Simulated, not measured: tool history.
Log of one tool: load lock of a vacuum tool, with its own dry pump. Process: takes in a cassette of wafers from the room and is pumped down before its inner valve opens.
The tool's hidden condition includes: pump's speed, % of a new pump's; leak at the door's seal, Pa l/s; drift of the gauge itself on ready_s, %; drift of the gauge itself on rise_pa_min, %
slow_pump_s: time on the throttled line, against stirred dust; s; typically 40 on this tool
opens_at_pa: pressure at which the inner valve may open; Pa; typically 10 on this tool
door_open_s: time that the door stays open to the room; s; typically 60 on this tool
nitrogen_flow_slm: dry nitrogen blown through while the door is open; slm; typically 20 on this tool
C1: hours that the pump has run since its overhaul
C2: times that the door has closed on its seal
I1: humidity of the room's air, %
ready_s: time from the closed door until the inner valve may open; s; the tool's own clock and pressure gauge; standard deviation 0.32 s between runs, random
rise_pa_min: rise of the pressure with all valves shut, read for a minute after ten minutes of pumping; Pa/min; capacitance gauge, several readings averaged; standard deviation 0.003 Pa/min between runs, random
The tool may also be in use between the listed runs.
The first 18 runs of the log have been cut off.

Run 19, hour 2558.3: usual settings; C1 4938; C2 8068; I1 44.7. Result: ready_s 73.6 s, rise_pa_min 0.06 Pa/min.
Run 20, hour 2717.1: usual settings; C1 5097; C2 8378; I1 43.7. Result: ready_s 73.9 s, rise_pa_min 0.062 Pa/min.
Run 21, hour 2877.4: usual settings but slow_pump_s 78 s; C1 5257; C2 8690; I1 43.9. Result: ready_s 106.1 s, rise_pa_min 0.064 Pa/min.
Run 22, hour 2964.3: usual settings but slow_pump_s 31 s, opens_at_pa 7 Pa; C1 5344; C2 8859; I1 39.8. Result: ready_s 68.2 s, rise_pa_min 0.064 Pa/min.
Run 23, hour 3160.4: usual settings but slow_pump_s 34 s; C1 5540; C2 9242; I1 47.1. Result: ready_s 69 s, rise_pa_min 0.067 Pa/min.
Run 24, hour 3353.2: usual settings but slow_pump_s 34 s; C1 5733; C2 9618; I1 46.2. Result: ready_s 69.6 s, rise_pa_min 0.07 Pa/min.
Run 25, hour 3480.3: usual settings but slow_pump_s 34 s; C1 5860; C2 9865; I1 48.4. Result: ready_s 68.7 s, rise_pa_min 0.079 Pa/min.
Run 26, hour 3670.9: usual settings but slow_pump_s 34 s, door_open_s 47 s; C1 6051; C2 10237; I1 46.8. Result: ready_s 69.1 s, rise_pa_min 0.075 Pa/min.
Run 27, hour 3817.6: usual settings but slow_pump_s 47 s, door_open_s 139 s; C1 6197; C2 10523; I1 44.7. Result: ready_s 79.6 s, rise_pa_min 0.09 Pa/min.
Run 28, hour 3946: usual settings but slow_pump_s 47 s, door_open_s 139 s; C1 6326; C2 10773; I1 44.6. Result: ready_s 80.2 s, rise_pa_min 0.086 Pa/min.
Run 29, hour 4068.8: usual settings but slow_pump_s 79 s, door_open_s 65 s, nitrogen_flow_slm 8 slm; C1 6449; C2 11013; I1 44.6. Result: ready_s 106.7 s, rise_pa_min 0.095 Pa/min.
Run 30, hour 4175.3: usual settings but slow_pump_s 29 s, opens_at_pa 7 Pa, door_open_s 32 s, nitrogen_flow_slm 6 slm; C1 6555; C2 11220; I1 47.9. Result: ready_s 66.4 s, rise_pa_min 0.092 Pa/min.
Run 31, hour 4326.4: usual settings but slow_pump_s 46 s, opens_at_pa 7 Pa, door_open_s 27 s, nitrogen_flow_slm 17 slm; C1 6706; C2 11515; I1 45.8. Result: ready_s 80.5 s, rise_pa_min 0.08 Pa/min.
Run 32, hour 4498.2: usual settings but slow_pump_s 56 s, opens_at_pa 13 Pa, door_open_s 66 s, nitrogen_flow_slm 4 slm; C1 6878; C2 11850; I1 42.4. Result: ready_s 85.8 s, rise_pa_min 0.11 Pa/min.
Run 33, hour 4616.6: usual settings but slow_pump_s 56 s, opens_at_pa 13 Pa, door_open_s 66 s, nitrogen_flow_slm 4 slm; C1 6996; C2 12081; I1 44.6. Result: ready_s 86.7 s, rise_pa_min 0.112 Pa/min.
Run 34, hour 4778.8: usual settings but slow_pump_s 32 s, nitrogen_flow_slm 14 slm; C1 7158; C2 12397; I1 44.2. Result: ready_s 67.6 s, rise_pa_min 0.094 Pa/min.
Run 35, hour 4904.8: usual settings but opens_at_pa 11 Pa, door_open_s 205 s; C1 7284; C2 12642; I1 46.7. Result: ready_s 74.2 s, rise_pa_min 0.113 Pa/min.
Run 36, hour 5063: usual settings but opens_at_pa 13 Pa, door_open_s 57 s; C1 7443; C2 12951; I1 43.9. Result: ready_s 73.1 s, rise_pa_min 0.1 Pa/min.
Run 37, hour 5253.6: usual settings but opens_at_pa 13 Pa, door_open_s 120 s, nitrogen_flow_slm 25 slm; C1 7633; C2 13322; I1 45.2. Result: ready_s 73.7 s, rise_pa_min 0.111 Pa/min.

Forecast each of these 4 alternatives for the next run:
Run A, hour 5361.5: usual settings but slow_pump_s 37 s, opens_at_pa 16 Pa, door_open_s 120 s, nitrogen_flow_slm 25 slm; C1 7741; C2 13533; I1 41. Result: ready_s ?, rise_pa_min ?.
Run B, hour 5361.5: usual settings but opens_at_pa 11 Pa, door_open_s 120 s, nitrogen_flow_slm 25 slm; C1 7741; C2 13533; I1 44.2. Result: ready_s ?, rise_pa_min ?.
Run C, hour 5361.5: usual settings but slow_pump_s 76 s, opens_at_pa 8 Pa, door_open_s 126 s; C1 7741; C2 13533; I1 45.3. Result: ready_s ?, rise_pa_min ?.
Run D, hour 5361.5: usual settings but opens_at_pa 8 Pa, door_open_s 94 s; C1 7741; C2 13533; I1 45.2. Result: ready_s ?, rise_pa_min ?.

run  ready_s  rise_pa_min
  A       70        0.104
  B     73.8        0.103
  C    106.1        0.114
  D     75.7        0.103
Without the tool's unlogged condition, the same runs would have read:
run  ready_s  rise_pa_min
  A     68.7        0.021
  B     72.5        0.021
  C      105         0.03
  D     74.3         0.02
